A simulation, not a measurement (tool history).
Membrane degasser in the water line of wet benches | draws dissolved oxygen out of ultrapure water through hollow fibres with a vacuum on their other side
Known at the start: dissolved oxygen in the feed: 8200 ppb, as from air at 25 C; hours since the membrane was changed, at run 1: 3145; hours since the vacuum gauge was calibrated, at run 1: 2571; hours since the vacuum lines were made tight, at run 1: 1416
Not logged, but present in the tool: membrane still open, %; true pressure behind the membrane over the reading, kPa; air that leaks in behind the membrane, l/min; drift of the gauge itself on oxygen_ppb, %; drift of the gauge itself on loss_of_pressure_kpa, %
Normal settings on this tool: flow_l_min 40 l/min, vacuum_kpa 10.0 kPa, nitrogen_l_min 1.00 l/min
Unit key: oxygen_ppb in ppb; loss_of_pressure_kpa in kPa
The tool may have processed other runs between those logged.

| run | hour | flow_l_min | vacuum_kpa | nitrogen_l_min | hours since the membrane was changed | hours since the vacuum gauge was calibrated | hours since the vacuum lines were made tight | oxygen_ppb | loss_of_pressure_kpa |
|---|---|---|---|---|---|---|---|---|---|
| 1 | 0.0 | 40 | 10.0 | 1.00 | 3145 | 2571 | 1416 | 582.3 | 47.00 |
| 2 | 66.2 | 40 | 10.0 | 1.00 | 3211 | 2637 | 1482 | 590.3 | 47.53 |
| 3 | 146.7 | 40 | 10.0 | 1.00 | 3291 | 2718 | 1562 | 587.3 | 47.07 |
| 4 | 277.7 | 50 | 10.0 | 1.00 | 3422 | 2849 | 1693 | 713.1 | 59.51 |
| 5 | 420.3 | 26 | 10.0 | 1.00 | 3565 | 2991 | 1836 | 398.0 | 30.86 |
| 6 | 513.4 | 40 | 10.0 | 1.00 | 3658 | 3085 | 1929 | 592.0 | 47.26 |
| 7 | 604.7 | 40 | 10.0 | 0.99 | 3749 | 3176 | 2020 | 591.3 | 47.20 |
| 8 | 757.7 | 40 | 15.3 | 0.99 | 3902 | 3329 | 2173 | 956.7 | 47.40 |
| 9 | 839.5 | 40 | 15.3 | 0.99 | 3984 | 3411 | 2255 | 954.5 | 47.90 |
| 10 | 968.8 | 42 | 10.0 | 1.00 | 4113 | 3540 | 2385 | 615.9 | 50.00 |
| 11 | 1084.9 | 40 | 10.0 | 1.00 | 4229 | 3656 | 2501 | 577.9 | 47.29 |
| 12 | 1233.5 | 40 | 10.0 | 2.96 | 4378 | 3805 | 2649 | 286.7 | 47.47 |
| 13 | 1321.9 | 40 | 10.0 | 2.96 | 4466 | 3893 | 2738 | 283.6 | 47.79 |
| 14 | 1406.3 | 40 | 10.0 | 2.96 | 4551 | 3978 | 2822 | 284.3 | 47.59 |
| 15 | 1498.1 | 40 | 10.0 | 2.96 | 4643 | 4069 | 2914 | 280.6 | 47.67 |
| 16 | 1570.1 | 40 | 10.0 | 1.41 | 4715 | 4141 | 2986 | 472.0 | 47.85 |
| 17 | 1706.3 | 40 | 10.0 | 1.41 | 4851 | 4277 | 3122 | 466.0 | 47.46 |
| 18 | 1813.4 | 40 | 10.0 | 1.41 | 4958 | 4385 | 3229 | 468.4 | 47.73 |
| 19 | 1955.7 | 40 | 10.0 | 1.41 | 5100 | 4527 | 3371 | 466.8 | 47.88 |
| 20 | 2036.2 | 40 | 10.0 | 1.41 | 5181 | 4607 | 3452 | 471.8 | 47.88 |
|  | 2085.2 | vacuum gauge calibrated |
| 21 | 2142.2 | 35 | 10.0 | 1.41 | 5286 | 57 | 3557 | 407.0 | 42.02 |
| 22 | 2256.5 | 31 | 13.1 | 1.00 | 5401 | 171 | 3672 | 642.9 | 36.89 |
| 23 | 2342.5 | 40 | 21.5 | 0.40 | 5487 | 257 | 3758 | 2328.8 | 48.26 |
| 24 | 2413.0 | 40 | 21.5 | 1.42 | 5557 | 328 | 3828 | 1056.1 | 48.24 |
| 25 | 2480.9 | 40 | 21.5 | 1.42 | 5625 | 396 | 3896 | 1046.0 | 47.88 |
| 26 | 2557.8 | 40 | 21.5 | 1.42 | 5702 | 473 | 3973 | 1052.2 | 48.32 |
| 27 | 2662.4 | 25 | 6.5 | 2.11 | 5806 | 577 | 4078 | 119.0 | 30.04 |
| 28 | 2805.0 | 25 | 6.5 | 2.11 | 5949 | 720 | 4220 | 121.6 | 30.34 |
| 29 | 2921.7 | 25 | 6.5 | 2.11 | 6066 | 836 | 4337 | 121.0 | 30.15 |

Alternative continuations, all from the tool just after run 29; predict every row:
| A | 2999.4 | 60 | 10.0 | 1.00 | 6143 | 914 | 4415 | ? | ? |
| B | 2999.4 | 35 | 15.0 | 1.00 | 6143 | 914 | 4415 | ? | ? |
| C | 2999.4 | 25 | 6.5 | 0.66 | 6143 | 914 | 4415 | ? | ? |

| run | oxygen_ppb | loss_of_pressure_kpa |
|---|---|---|
| A | 845.4 | 72.97 |
| B | 830.9 | 42.20 |
| C | 281.7 | 30.01 |
Without the tool's unlogged condition, the same runs would have read:
| run | oxygen_ppb | loss_of_pressure_kpa |
|---|---|---|
| A | 816.0 | 69.61 |
| B | 816.4 | 40.25 |
| C | 271.2 | 28.62 |
